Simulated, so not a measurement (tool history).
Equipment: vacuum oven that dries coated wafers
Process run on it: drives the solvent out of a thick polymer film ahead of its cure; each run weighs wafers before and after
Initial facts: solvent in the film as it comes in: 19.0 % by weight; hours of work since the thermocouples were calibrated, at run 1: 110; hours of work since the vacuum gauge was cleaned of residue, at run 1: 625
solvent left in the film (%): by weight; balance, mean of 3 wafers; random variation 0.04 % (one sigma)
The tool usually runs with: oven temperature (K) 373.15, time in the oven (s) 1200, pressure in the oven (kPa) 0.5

run   hour  oven temperature (K)  time in the oven (s)  pressure in the oven (kPa)  hours of work since the thermocouples were calibrated  hours of work since the vacuum gauge was cleaned of residue  solvent left in the film (%)
  1      0                373.15                  1200                         0.5                                                    110                                                          625                          4.47
  2   12.7                373.15                  1320                         0.5                                                    115                                                          630                          4.02
  3   26.8                373.15                  1320                         0.5                                                    121                                                          636                          4.01
  4   39.4                373.15                  1200                         0.5                                                    126                                                          641                          4.52
  5   48.1                373.15                  1200                         0.5                                                    130                                                          645                          4.47
  6   59.9                373.15                  1200                         0.5                                                    134                                                          650                           4.4
  7   65.8                373.15                  1200                         0.5                                                    137                                                          652                          4.48
  8   79.9                373.15                  1200                         0.5                                                    143                                                          658                          4.46
  9   92.5                373.15                  1200                         0.5                                                    148                                                          663                          4.37
 10  100.8                373.15                  1200                         0.5                                                    151                                                          667                          4.45
 11  110.4                373.15                  1200                         0.5                                                    155                                                          671                          4.43
 12    121                373.15                  1200                         0.5                                                    160                                                          675                          4.41
 13  133.9                373.15                  1200                         0.5                                                    165                                                          680                          4.48
 14  141.8                373.15                  1200                         0.5                                                    168                                                          684                          4.41
 15  156.3                385.15                  1200                         0.5                                                    174                                                          690                          0.96
 16  165.3                373.15                  1200                         0.5                                                    178                                                          693                          4.48
 17  174.6                373.15                  1200                         0.5                                                    182                                                          697                          4.41
 18  186.2                376.15                  1200                         0.5                                                    187                                                          702                          3.29
 19  192.4                373.15                  1200                         0.5                                                    189                                                          705                          4.44
 20    206                373.15                  1200                         0.5                                                    195                                                          710                          4.43
 21  215.8                373.15                  1200                         0.5                                                    199                                                          714                          4.45
 22  225.4                373.15                  1200                         0.5                                                    203                                                          718                          4.41
 23  233.7                372.15                  1200                         0.5                                                    206                                                          722                           4.9
 24  241.3                372.15                  1200                         0.5                                                    209                                                          725                          4.85
 25  255.2                372.15                  1200                         0.5                                                    215                                                          731                           4.8
 26  268.5                372.15                  1200                         0.5                                                    221                                                          736                           4.8
 27  276.4                369.15                   780                       0.317                                                    224                                                          739                          8.31
 28  284.1                373.15                  1200                         0.5                                                    227                                                          743                          4.39
 29  292.3                370.15                   720                       0.445                                                    231                                                          746                          8.38
 30  303.2                379.15                   780                       0.362                                                    235                                                          751                          4.51
 31  311.8                379.15                   780                       0.362                                                    239                                                          754                          4.36
 32  325.5                363.15                   840                       0.522                                                    244                                                          760                         10.08
 33  336.4                367.15                   660                         0.9                                                    249                                                          764                          9.93
 34  348.2                366.15                  1680                       1.268                                                    254                                                          769                          5.64
 35  360.8                366.15                   900                       0.486                                                    259                                                          774                          8.65
 36    369                381.15                  1380                         0.5                                                    262                                                          778                           1.3
 37  382.3                369.15                  1080                       1.218                                                    268                                                          783                          6.81
 38  390.6                376.15                  2040                       0.369                                                    271                                                          787                          1.19
 39  403.6                369.15                  2040                       0.492                                                    277                                                          792                          3.11
 40  412.2                369.15                   780                       0.944                                                    280                                                          796                          8.53
 41  423.2                369.15                  1440                       0.944                                                    285                                                          800                          5.14
 42  429.1                373.15                  1320                       0.461                                                    287                                                          803                          3.87
 43  437.6                373.15                  1080                       0.461                                                    291                                                          806                          4.92
 44  444.4                388.15                  1320                        0.87                                                    294                                                          809                          0.54
 45  454.1                388.15                  1320                        0.87                                                    298                                                          813                           0.5
 46  464.9                367.15                   660                        0.87                                                    302                                                          817                         10.06
 47  477.3                367.15                   660                        0.87                                                    307                                                          823                          9.89

3 ways to go on from here, each from the tool as it stands after run 47. What would each give?
  A   487                373.15                  1560                       0.506                                                    311                                                          827                             ?
  B   487                367.15                   660                        0.87                                                    311                                                          827                             ?
  C   487                371.15                   660                       0.487                                                    311                                                          827                             ?

run  solvent left in the film (%)
  A                          3.01
  B                          9.96
  C                           8.4
Without the tool's unlogged condition, the same runs would have read:
run  solvent left in the film (%)
  A                          3.05
  B                         10.03
  C                          8.48
